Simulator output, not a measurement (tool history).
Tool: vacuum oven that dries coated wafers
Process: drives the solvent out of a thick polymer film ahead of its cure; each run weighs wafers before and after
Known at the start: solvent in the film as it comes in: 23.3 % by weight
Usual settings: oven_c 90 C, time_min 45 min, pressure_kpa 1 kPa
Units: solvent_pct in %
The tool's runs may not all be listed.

| run | hour | oven_c | time_min | pressure_kpa | solvent_pct |
|---|---|---|---|---|---|
| 1 | 0 | 90 | 45 | 1 | 5.17 |
| 2 | 19.5 | 90 | 45 | 1 | 5.19 |
| 3 | 29.1 | 95 | 45 | 1 | 3.23 |
| 4 | 38.8 | 95 | 45 | 1 | 3.19 |
| 5 | 50.9 | 95 | 45 | 1 | 3.21 |
|  | 53.9 | oven's thermocouples calibrated |
| 6 | 68.8 | 95 | 45 | 1 | 3.02 |
| 7 | 79.7 | 95 | 45 | 1 | 3.03 |
| 8 | 93.7 | 95 | 45 | 1 | 3.08 |
| 9 | 106.1 | 95 | 45 | 1 | 3.06 |
| 10 | 122.1 | 88 | 45 | 0.52 | 5.64 |
| 11 | 140.9 | 88 | 45 | 0.52 | 5.54 |
|  | 148.4 | oven's thermocouples calibrated, once more |
| 12 | 156 | 90 | 45 | 0.85 | 5.66 |
| 13 | 169.6 | 90 | 45 | 3.4 | 6.37 |
| 14 | 188.1 | 90 | 45 | 3.4 | 6.34 |
| 15 | 208.1 | 81 | 55 | 2.59 | 8.97 |
| 16 | 225.9 | 103 | 63 | 1.06 | 0.68 |

Forecast each of these 3 alternatives for the next run:
| A | 235.2 | 93 | 58 | 1.06 | ? |
| B | 235.2 | 89 | 58 | 2.93 | ? |
| C | 235.2 | 80 | 44 | 1 | ? |

| run | solvent_pct |
|---|---|
| A | 3.04 |
| B | 5.21 |
| C | 10.38 |
Without the tool's hidden state the same runs would have given:
| run | solvent_pct |
|---|---|
| A | 2.95 |
| B | 5.1 |
| C | 10.28 |
